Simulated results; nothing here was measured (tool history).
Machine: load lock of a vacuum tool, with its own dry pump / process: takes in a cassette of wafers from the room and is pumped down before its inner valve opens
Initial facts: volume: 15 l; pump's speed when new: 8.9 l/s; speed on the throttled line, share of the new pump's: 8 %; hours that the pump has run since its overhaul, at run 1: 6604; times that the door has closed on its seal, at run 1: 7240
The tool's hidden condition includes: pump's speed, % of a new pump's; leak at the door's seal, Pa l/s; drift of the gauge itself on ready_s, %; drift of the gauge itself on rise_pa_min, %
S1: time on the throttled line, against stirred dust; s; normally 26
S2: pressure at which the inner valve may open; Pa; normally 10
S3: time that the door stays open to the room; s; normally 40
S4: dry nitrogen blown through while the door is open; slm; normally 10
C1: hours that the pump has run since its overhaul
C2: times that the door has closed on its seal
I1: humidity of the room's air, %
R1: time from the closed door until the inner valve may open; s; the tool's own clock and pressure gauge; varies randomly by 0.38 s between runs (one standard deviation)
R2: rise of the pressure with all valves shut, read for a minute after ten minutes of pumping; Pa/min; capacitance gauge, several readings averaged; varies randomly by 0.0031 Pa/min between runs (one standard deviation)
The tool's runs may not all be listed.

run,hour,S1,S2,S3,S4,C1,C2,I1,R1,R2
1,0.0,26,10,40,10,6604,7240,46.4,40.7,0.086
2,198.8,26,10,40,10,6803,7765,44.3,40.7,0.092
3,456.4,26,10,40,10,7060,8446,44.5,40.3,0.098
4,807.5,26,10,40,10,7411,9374,45.5,40.8,0.103
5,1026.3,26,10,40,10,7630,9952,38.8,40.7,0.097
6,1329.3,26,10,40,10,7933,10753,46.9,40.8,0.118
7,1658.3,41,10,40,10,8262,11622,44.9,54.8,0.119
8,1997.4,41,10,40,10,8601,12518,46.4,53.9,0.123
9,2181.4,26,10,40,13,8785,13004,43.2,40.8,0.118
10,2466.1,26,10,40,13,9070,13756,49.8,40.8,0.128
11,2635.2,26,10,40,13,9239,14203,44.6,40.5,0.133
12,2846.6,26,10,40,13,9450,14762,42.4,40.3,0.135
13,3053.5,26,10,40,10,9657,15309,41.7,41.8,0.137
14,3371.7,26,10,40,10,9975,16149,46.5,41.3,0.152
15,3621.9,26,10,40,10,10226,16810,45.0,40.8,0.150
16,3920.3,26,10,40,10,10524,17599,43.6,41.0,0.157
17,4097.3,26,10,40,10,10701,18067,41.6,40.9,0.152
18,4279.6,26,10,40,7,10883,18548,46.2,41.3,0.168
19,4456.8,26,10,40,7,11061,19017,47.0,41.3,0.179
20,4755.6,19,13,39,13,11359,19806,41.7,34.2,0.176
21,5055.9,31,13,233,4,11660,20600,45.9,46.0,0.272
22,5245.1,31,13,233,4,11849,21100,50.2,45.8,0.285
23,5524.3,29,10,121,10,12128,21837,47.0,43.9,0.232
24,5727.9,46,13,78,4,12332,22375,46.1,59.4,0.237
25,5915.4,26,18,40,10,12519,22871,45.0,39.4,0.202
26,6099.8,26,18,40,10,12704,23358,44.3,40.9,0.210
27,6351.3,39,16,40,10,12955,24023,49.6,53.0,0.222
28,6512.8,39,18,40,4,13117,24449,46.4,52.0,0.229
29,6828.6,39,18,40,4,13432,25284,47.3,51.6,0.238
30,7000.2,45,15,40,29,13604,25737,46.4,58.8,0.209
31,7235.3,16,15,40,14,13839,26358,45.9,31.8,0.233
32,7387.3,16,15,40,14,13991,26760,46.9,31.4,0.239
33,7684.2,20,10,40,10,14288,27545,43.6,36.5,0.250
34,8020.9,20,10,40,10,14625,28434,49.1,37.2,0.268
35,8267.4,48,10,27,10,14871,29085,43.2,62.3,0.259
36,8553.0,26,14,40,42,15157,29840,45.4,41.3,0.247
37,8766.3,36,11,120,44,15370,30404,43.8,50.9,0.271

What if the next run were any one of these 4? Each begins from the tool's condition after run 37:
A,9048.9,36,11,120,34,15653,31151,45.8,?,?
B,9048.9,36,11,134,44,15653,31151,44.2,?,?
C,9048.9,26,12,40,8,15653,31151,44.1,?,?
D,9048.9,44,18,40,19,15653,31151,43.8,?,?

run,R1,R2
A,50.8,0.291
B,51.0,0.281
C,42.7,0.297
D,57.6,0.285
With the hidden condition removed and each run's random variation left untouched, the same runs would have given:
run,R1,R2
A,48.5,0.061
B,48.7,0.051
C,40.2,0.068
D,55.5,0.056
